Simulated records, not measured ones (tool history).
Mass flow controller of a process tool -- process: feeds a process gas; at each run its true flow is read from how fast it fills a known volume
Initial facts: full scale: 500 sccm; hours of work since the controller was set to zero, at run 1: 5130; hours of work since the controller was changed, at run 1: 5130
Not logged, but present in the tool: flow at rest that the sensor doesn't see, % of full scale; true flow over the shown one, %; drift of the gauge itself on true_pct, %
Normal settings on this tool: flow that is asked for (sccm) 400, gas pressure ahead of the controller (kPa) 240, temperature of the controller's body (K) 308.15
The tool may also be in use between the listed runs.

run,day,flow that is asked for (sccm),gas pressure ahead of the controller (kPa),temperature of the controller's body (K),hours of work since the controller was set to zero,hours of work since the controller was changed,true flow (%)
1,0.000,400,240,308.15,5130,5130,99.95
2,11.196,400,240,308.15,5262,5262,99.78
3,21.304,400,240,308.15,5381,5381,99.55
4,32.938,400,240,308.15,5518,5518,99.46
5,41.192,400,240,308.15,5616,5616,99.50
6,50.092,400,240,308.15,5721,5721,99.44
7,54.888,351,240,308.15,5777,5777,99.16
8,60.312,351,240,308.15,5841,5841,99.28
9,66.600,400,240,307.15,5915,5915,99.29
10,74.671,400,269,307.15,6010,6010,99.10
11,82.471,400,148,308.15,6103,6103,99.48
12,92.246,400,240,308.15,6218,6218,98.96
13,98.212,400,240,308.15,6288,6288,98.89
14,108.017,400,240,308.15,6404,6404,98.86
15,114.983,400,240,305.15,6486,6486,98.67
16,119.825,400,240,305.15,6543,6543,98.63
17,128.762,400,240,305.15,6649,6649,98.57
18,140.292,400,186,308.15,6785,6785,98.77
# day 145.204: controller's zero set anew
19,151.867,400,186,308.15,79,6921,98.59
20,159.733,400,213,308.15,171,7014,98.54
21,169.025,400,240,308.15,281,7123,98.32
22,175.425,400,240,308.15,356,7199,98.20
23,185.483,400,187,308.15,475,7317,98.37
24,193.142,54,240,308.15,565,7408,97.25
25,200.646,54,240,308.15,654,7496,97.04
26,211.033,400,169,295.15,776,7619,97.83
27,217.804,116,212,295.15,856,7699,96.76
28,223.521,400,230,308.15,924,7766,97.98
29,229.850,74,237,294.15,998,7841,96.51
30,241.571,431,166,297.15,1137,7979,97.68
31,248.788,431,166,297.15,1222,8064,97.53
32,253.779,431,166,297.15,1281,8123,97.46
# day 258.508: gauge calibrated
33,259.233,53,240,302.15,1345,8187,98.81
34,264.404,53,240,302.15,1406,8248,98.64
35,273.425,179,149,312.15,1512,8355,99.42
36,283.242,400,152,308.15,1628,8470,100.01
37,294.767,467,141,307.15,1764,8606,99.93
38,304.004,467,177,307.15,1873,8715,99.74
39,309.167,103,172,307.15,1934,8776,98.67
40,316.050,400,260,308.15,2015,8857,99.21
41,324.654,400,260,308.15,2117,8959,99.16
42,332.688,220,217,311.15,2211,9054,98.72
43,339.421,220,217,311.15,2291,9133,98.76
44,351.221,400,276,301.15,2430,9272,98.65
45,356.742,400,276,301.15,2495,9337,98.61
46,362.942,400,276,301.15,2568,9411,98.36
47,367.904,74,267,295.15,2627,9469,97.43
48,379.708,248,238,312.15,2766,9608,98.42

How would selected steps in true flow (%) from run to run divide? Give the signed amount a tool lacking its hidden state would still show from settings, what came in and random variation, and the signed amount left for the hidden state, including any gauge scatter that is not in both of the compared results.
Run 27 -> 28: flow that is asked for (sccm) 116 -> 400, gas pressure ahead of the controller (kPa) 212 -> 230, temperature of the controller's body (K) 295.15 -> 308.15. true flow (%) +1.22: hidden state -0.08, all else +1.30.
Run 28 -> 29: flow that is asked for (sccm) 400 -> 74, gas pressure ahead of the controller (kPa) 230 -> 237, temperature of the controller's body (K) 308.15 -> 294.15. true flow (%) -1.47: hidden state -0.02, all else -1.45.
Run 29 -> 30: flow that is asked for (sccm) 74 -> 431, gas pressure ahead of the controller (kPa) 237 -> 166, temperature of the controller's body (K) 294.15 -> 297.15. true flow (%) +1.17: hidden state -0.14, all else +1.31.
Run 32 -> 33: flow that is asked for (sccm) 431 -> 53, gas pressure ahead of the controller (kPa) 166 -> 240, temperature of the controller's body (K) 297.15 -> 302.15, gauge calibrated. true flow (%) +1.35: hidden state +2.32, all else -0.97.
Run 47 -> 48: flow that is asked for (sccm) 74 -> 248, gas pressure ahead of the controller (kPa) 267 -> 238, temperature of the controller's body (K) 295.15 -> 312.15. true flow (%) +0.99: hidden state -0.14, all else +1.13.

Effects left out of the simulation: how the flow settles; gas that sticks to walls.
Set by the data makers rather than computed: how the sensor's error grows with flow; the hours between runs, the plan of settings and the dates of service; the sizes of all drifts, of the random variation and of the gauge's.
